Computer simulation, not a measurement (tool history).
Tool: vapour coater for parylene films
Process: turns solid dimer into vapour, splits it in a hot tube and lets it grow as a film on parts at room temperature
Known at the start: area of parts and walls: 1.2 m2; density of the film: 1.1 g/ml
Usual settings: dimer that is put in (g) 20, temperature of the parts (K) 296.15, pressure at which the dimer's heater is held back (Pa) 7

run,day,dimer that is put in (g),temperature of the parts (K),pressure at which the dimer's heater is held back (Pa),thickness of the film (µm)
1,0,20,296.15,7,8.73
2,1.133,20,296.15,7,8.61
3,2.333,20,296.15,7,8.71
4,3.35,20,296.15,7,8.71
5,3.912,17,296.15,7,7.39
6,4.858,20,305.15,7,6.39
7,6.075,20,305.15,7,6.45
8,6.721,20,305.15,7,6.47
9,7.812,20,305.15,7,6.49
10,8.938,21,305.15,4.86,7.3

The next listed run, before its measurement:
11,10.104,21,305.15,4.86,?

thickness of the film (µm): 7.35
Without the tool's hidden state the same run would have given thickness of the film (µm) 7.37.

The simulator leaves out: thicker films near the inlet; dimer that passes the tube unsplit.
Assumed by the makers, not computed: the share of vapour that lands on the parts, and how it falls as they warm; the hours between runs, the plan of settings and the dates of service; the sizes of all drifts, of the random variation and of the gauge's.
